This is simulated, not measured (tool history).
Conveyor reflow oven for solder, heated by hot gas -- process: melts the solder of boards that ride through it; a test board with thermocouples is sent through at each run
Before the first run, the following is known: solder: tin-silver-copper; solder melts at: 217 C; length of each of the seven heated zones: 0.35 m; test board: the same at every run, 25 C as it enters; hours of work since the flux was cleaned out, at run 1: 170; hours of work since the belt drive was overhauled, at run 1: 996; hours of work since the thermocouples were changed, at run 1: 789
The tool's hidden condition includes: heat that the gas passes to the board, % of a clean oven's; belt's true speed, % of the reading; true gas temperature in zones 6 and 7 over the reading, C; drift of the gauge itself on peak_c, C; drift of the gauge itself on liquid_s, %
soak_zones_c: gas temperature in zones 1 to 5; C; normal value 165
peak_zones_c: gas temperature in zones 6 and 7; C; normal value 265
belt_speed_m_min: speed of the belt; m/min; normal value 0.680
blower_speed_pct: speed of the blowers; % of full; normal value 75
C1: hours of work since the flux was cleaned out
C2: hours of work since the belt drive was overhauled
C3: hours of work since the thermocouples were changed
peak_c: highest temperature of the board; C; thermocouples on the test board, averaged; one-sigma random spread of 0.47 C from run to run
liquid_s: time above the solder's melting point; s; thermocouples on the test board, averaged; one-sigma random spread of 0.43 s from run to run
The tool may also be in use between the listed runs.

run 1 hour=0.0 | soak_zones_c=165 peak_zones_c=265 belt_speed_m_min=0.680 blower_speed_pct=75 | C1=170 C2=996 C3=789 | peak_c=241.7 liquid_s=36.6
run 2 hour=38.6 | soak_zones_c=165 peak_zones_c=265 belt_speed_m_min=0.680 blower_speed_pct=75 | C1=186 C2=1013 C3=806 | peak_c=242.4 liquid_s=37.5
run 3 hour=74.4 | soak_zones_c=165 peak_zones_c=256 belt_speed_m_min=0.680 blower_speed_pct=75 | C1=202 C2=1028 C3=821 | peak_c=235.4 liquid_s=29.6
run 4 hour=104.3 | soak_zones_c=165 peak_zones_c=265 belt_speed_m_min=0.680 blower_speed_pct=55 | C1=214 C2=1041 C3=834 | peak_c=238.0 liquid_s=31.6
-- hour=126.9 flux residue cleaned out of gas plates and filters
run 5 hour=180.3 | soak_zones_c=165 peak_zones_c=265 belt_speed_m_min=0.680 blower_speed_pct=55 | C1=23 C2=1071 C3=865 | peak_c=238.7 liquid_s=33.3
run 6 hour=243.6 | soak_zones_c=165 peak_zones_c=265 belt_speed_m_min=0.680 blower_speed_pct=52 | C1=50 C2=1099 C3=892 | peak_c=237.9 liquid_s=32.3
run 7 hour=313.2 | soak_zones_c=165 peak_zones_c=265 belt_speed_m_min=0.680 blower_speed_pct=52 | C1=80 C2=1128 C3=922 | peak_c=237.3 liquid_s=32.2
-- hour=364.9 belt drive overhauled, speed set with a stopwatch
run 8 hour=388.6 | soak_zones_c=165 peak_zones_c=265 belt_speed_m_min=0.712 blower_speed_pct=75 | C1=111 C2=10 C3=952 | peak_c=240.2 liquid_s=32.6
run 9 hour=424.2 | soak_zones_c=165 peak_zones_c=259 belt_speed_m_min=0.712 blower_speed_pct=75 | C1=126 C2=25 C3=968 | peak_c=234.9 liquid_s=27.3
run 10 hour=467.6 | soak_zones_c=165 peak_zones_c=259 belt_speed_m_min=0.712 blower_speed_pct=88 | C1=145 C2=44 C3=986 | peak_c=237.8 liquid_s=29.7
run 11 hour=525.7 | soak_zones_c=165 peak_zones_c=259 belt_speed_m_min=0.712 blower_speed_pct=88 | C1=169 C2=69 C3=1011 | peak_c=236.8 liquid_s=29.1
run 12 hour=578.4 | soak_zones_c=165 peak_zones_c=265 belt_speed_m_min=0.680 blower_speed_pct=61 | C1=192 C2=92 C3=1034 | peak_c=238.6 liquid_s=30.4
-- hour=651.5 flux residue cleaned out of gas plates and filters
run 13 hour=651.5 | soak_zones_c=165 peak_zones_c=265 belt_speed_m_min=0.680 blower_speed_pct=61 | C1=0 C2=121 C3=1063 | peak_c=239.9 liquid_s=33.6
run 14 hour=695.7 | soak_zones_c=165 peak_zones_c=265 belt_speed_m_min=0.680 blower_speed_pct=61 | C1=19 C2=140 C3=1082 | peak_c=239.4 liquid_s=32.7
run 15 hour=757.7 | soak_zones_c=165 peak_zones_c=280 belt_speed_m_min=0.815 blower_speed_pct=75 | C1=46 C2=166 C3=1109 | peak_c=247.3 liquid_s=31.3
run 16 hour=800.8 | soak_zones_c=164 peak_zones_c=272 belt_speed_m_min=0.755 blower_speed_pct=79 | C1=64 C2=185 C3=1127 | peak_c=244.1 liquid_s=33.0
run 17 hour=839.4 | soak_zones_c=164 peak_zones_c=272 belt_speed_m_min=0.755 blower_speed_pct=79 | C1=81 C2=202 C3=1144 | peak_c=244.5 liquid_s=32.9
run 18 hour=894.3 | soak_zones_c=165 peak_zones_c=254 belt_speed_m_min=0.680 blower_speed_pct=75 | C1=104 C2=225 C3=1167 | peak_c=232.2 liquid_s=26.8
run 19 hour=923.2 | soak_zones_c=165 peak_zones_c=265 belt_speed_m_min=0.625 blower_speed_pct=86 | C1=117 C2=238 C3=1180 | peak_c=246.3 liquid_s=43.8
run 20 hour=990.9 | soak_zones_c=165 peak_zones_c=277 belt_speed_m_min=0.680 blower_speed_pct=56 | C1=146 C2=267 C3=1209 | peak_c=246.1 liquid_s=38.0
run 21 hour=1054.6 | soak_zones_c=165 peak_zones_c=277 belt_speed_m_min=0.680 blower_speed_pct=56 | C1=173 C2=294 C3=1236 | peak_c=246.9 liquid_s=37.7
run 22 hour=1094.1 | soak_zones_c=165 peak_zones_c=277 belt_speed_m_min=0.680 blower_speed_pct=56 | C1=190 C2=311 C3=1253 | peak_c=246.0 liquid_s=36.9
run 23 hour=1155.8 | soak_zones_c=163 peak_zones_c=254 belt_speed_m_min=0.636 blower_speed_pct=74 | C1=216 C2=337 C3=1280 | peak_c=234.5 liquid_s=29.9
-- hour=1175.5 flux residue cleaned out of gas plates and filters
run 24 hour=1221.2 | soak_zones_c=166 peak_zones_c=254 belt_speed_m_min=0.614 blower_speed_pct=74 | C1=20 C2=363 C3=1305 | peak_c=237.0 liquid_s=36.1
run 25 hour=1265.1 | soak_zones_c=166 peak_zones_c=254 belt_speed_m_min=0.626 blower_speed_pct=74 | C1=38 C2=382 C3=1324 | peak_c=236.1 liquid_s=34.2
-- hour=1275.3 thermocouples of zones 6 and 7 changed
run 26 hour=1338.3 | soak_zones_c=166 peak_zones_c=254 belt_speed_m_min=0.626 blower_speed_pct=74 | C1=69 C2=413 C3=27 | peak_c=238.7 liquid_s=36.0
run 27 hour=1391.1 | soak_zones_c=166 peak_zones_c=254 belt_speed_m_min=0.626 blower_speed_pct=74 | C1=92 C2=435 C3=50 | peak_c=237.4 liquid_s=36.5
run 28 hour=1437.2 | soak_zones_c=165 peak_zones_c=259 belt_speed_m_min=0.718 blower_speed_pct=75 | C1=111 C2=455 C3=70 | peak_c=236.9 liquid_s=28.9

Below are 3 alternative next runs, each starting from the tool's condition after run 28. Predict each:
run A hour=1467.5 | soak_zones_c=165 peak_zones_c=279 belt_speed_m_min=0.567 blower_speed_pct=85 | C1=124 C2=468 C3=83 | peak_c=? liquid_s=?
run B hour=1467.5 | soak_zones_c=165 peak_zones_c=265 belt_speed_m_min=0.543 blower_speed_pct=75 | C1=124 C2=468 C3=83 | peak_c=? liquid_s=?
run C hour=1467.5 | soak_zones_c=176 peak_zones_c=259 belt_speed_m_min=0.718 blower_speed_pct=75 | C1=124 C2=468 C3=83 | peak_c=? liquid_s=?

run=A peak_c=264.3 liquid_s=59.8
run=B peak_c=250.9 liquid_s=56.0
run=C peak_c=238.9 liquid_s=33.8
Stripped of hidden state, with their random variation kept, the same runs would have yielded:
run=A peak_c=264.8 liquid_s=59.6
run=B peak_c=251.4 liquid_s=56.1
run=C peak_c=239.4 liquid_s=34.2
